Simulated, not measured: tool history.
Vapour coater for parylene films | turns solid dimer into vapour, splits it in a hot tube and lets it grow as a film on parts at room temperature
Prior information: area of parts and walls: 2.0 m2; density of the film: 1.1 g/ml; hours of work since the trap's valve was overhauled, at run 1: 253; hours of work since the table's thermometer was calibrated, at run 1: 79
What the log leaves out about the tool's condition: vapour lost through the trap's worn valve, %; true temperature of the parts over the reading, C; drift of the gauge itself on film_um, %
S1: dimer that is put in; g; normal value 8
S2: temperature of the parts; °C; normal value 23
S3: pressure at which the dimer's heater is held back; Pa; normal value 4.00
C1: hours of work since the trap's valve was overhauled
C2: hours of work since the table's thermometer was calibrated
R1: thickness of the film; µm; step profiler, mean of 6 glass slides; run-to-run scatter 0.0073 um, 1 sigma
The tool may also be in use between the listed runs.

run 1 day=0.000 | S1=8 S2=23 S3=4.00 | C1=253 C2=79 | R1=1.765
run 2 day=1.346 | S1=8 S2=23 S3=4.00 | C1=279 C2=105 | R1=1.758
run 3 day=2.621 | S1=8 S2=23 S3=4.00 | C1=304 C2=130 | R1=1.751
run 4 day=3.467 | S1=8 S2=23 S3=4.00 | C1=321 C2=146 | R1=1.740
run 5 day=4.888 | S1=8 S2=23 S3=4.00 | C1=348 C2=174 | R1=1.729
run 6 day=6.362 | S1=8 S2=23 S3=4.00 | C1=377 C2=203 | R1=1.732
run 7 day=7.429 | S1=8 S2=23 S3=4.00 | C1=398 C2=223 | R1=1.712
run 8 day=8.733 | S1=8 S2=23 S3=4.00 | C1=423 C2=249 | R1=1.724
run 9 day=10.162 | S1=8 S2=23 S3=4.00 | C1=451 C2=277 | R1=1.703
run 10 day=11.038 | S1=8 S2=23 S3=4.00 | C1=468 C2=294 | R1=1.708
run 11 day=11.983 | S1=8 S2=30 S3=4.00 | C1=486 C2=312 | R1=1.417
-- day=12.375 trap's valve overhauled
run 12 day=13.062 | S1=8 S2=30 S3=4.00 | C1=13 C2=330 | R1=1.549
run 13 day=14.512 | S1=8 S2=30 S3=4.00 | C1=42 C2=358 | R1=1.548
run 14 day=16.262 | S1=8 S2=30 S3=4.00 | C1=76 C2=392 | R1=1.542
run 15 day=17.858 | S1=8 S2=30 S3=4.00 | C1=107 C2=423 | R1=1.529
run 16 day=19.246 | S1=8 S2=30 S3=4.00 | C1=134 C2=450 | R1=1.528
-- day=19.383 table's thermometer calibrated
run 17 day=20.762 | S1=8 S2=30 S3=4.00 | C1=162 C2=27 | R1=1.526
run 18 day=22.396 | S1=8 S2=30 S3=4.00 | C1=194 C2=59 | R1=1.508
run 19 day=24.088 | S1=8 S2=30 S3=4.00 | C1=227 C2=91 | R1=1.499
run 20 day=25.125 | S1=10 S2=30 S3=4.00 | C1=247 C2=112 | R1=1.868
run 21 day=26.625 | S1=8 S2=23 S3=4.00 | C1=276 C2=141 | R1=1.776
-- day=27.975 table's thermometer calibrated, once more
run 22 day=27.975 | S1=8 S2=23 S3=4.00 | C1=302 C2=0 | R1=1.750
run 23 day=29.400 | S1=8 S2=17 S3=4.00 | C1=330 C2=28 | R1=2.021
run 24 day=30.492 | S1=8 S2=17 S3=4.00 | C1=351 C2=49 | R1=2.023
run 25 day=32.017 | S1=8 S2=17 S3=4.00 | C1=380 C2=79 | R1=2.001
run 26 day=32.800 | S1=8 S2=17 S3=4.00 | C1=396 C2=94 | R1=2.006
run 27 day=34.050 | S1=8 S2=17 S3=4.00 | C1=420 C2=118 | R1=1.980
run 28 day=35.654 | S1=8 S2=17 S3=4.00 | C1=451 C2=149 | R1=1.994
run 29 day=36.792 | S1=11 S2=26 S3=4.00 | C1=473 C2=172 | R1=2.172
-- day=37.825 trap's valve overhauled
run 30 day=38.333 | S1=13 S2=26 S3=4.83 | C1=10 C2=198 | R1=2.693
run 31 day=39.317 | S1=13 S2=26 S3=4.83 | C1=29 C2=217 | R1=2.679
run 32 day=40.238 | S1=13 S2=31 S3=3.99 | C1=47 C2=235 | R1=2.433
run 33 day=41.104 | S1=4 S2=20 S3=4.93 | C1=64 C2=252 | R1=0.953
run 34 day=42.792 | S1=7 S2=34 S3=4.00 | C1=97 C2=285 | R1=1.195
run 35 day=44.029 | S1=8 S2=27 S3=4.63 | C1=121 C2=309 | R1=1.591
run 36 day=45.492 | S1=8 S2=18 S3=4.27 | C1=149 C2=337 | R1=2.016
run 37 day=47.079 | S1=8 S2=15 S3=3.24 | C1=180 C2=368 | R1=2.244
run 38 day=48.079 | S1=8 S2=15 S3=3.24 | C1=199 C2=388 | R1=2.255
run 39 day=49.504 | S1=8 S2=15 S3=3.24 | C1=227 C2=416 | R1=2.220
run 40 day=50.950 | S1=3 S2=15 S3=3.49 | C1=255 C2=444 | R1=0.817
run 41 day=52.358 | S1=3 S2=15 S3=3.49 | C1=283 C2=471 | R1=0.821
run 42 day=53.321 | S1=8 S2=15 S3=4.29 | C1=301 C2=490 | R1=2.119
run 43 day=54.896 | S1=7 S2=18 S3=8.20 | C1=332 C2=520 | R1=1.576
run 44 day=56.079 | S1=7 S2=27 S3=2.56 | C1=355 C2=543 | R1=1.460
run 45 day=57.171 | S1=4 S2=23 S3=4.00 | C1=376 C2=565 | R1=0.870
run 46 day=58.467 | S1=4 S2=23 S3=4.00 | C1=402 C2=590 | R1=0.864

5 ways to go on from here, each from the tool as it stands after run 46. What would each give?
run A day=60.054 | S1=4 S2=24 S3=3.25 | C1=432 C2=621 | R1=?
run B day=60.054 | S1=11 S2=20 S3=4.00 | C1=432 C2=621 | R1=?
run C day=60.054 | S1=3 S2=23 S3=4.00 | C1=432 C2=621 | R1=?
run D day=60.054 | S1=4 S2=30 S3=8.70 | C1=432 C2=621 | R1=?
run E day=60.054 | S1=5 S2=23 S3=4.00 | C1=432 C2=621 | R1=?

run=A R1=0.846
run=B R1=2.535
run=C R1=0.641
run=D R1=0.647
run=E R1=1.065
Take away the tool's hidden state, keep each run's random variation, and the runs would have read:
run=A R1=0.912
run=B R1=2.733
run=C R1=0.690
run=D R1=0.698
run=E R1=1.148
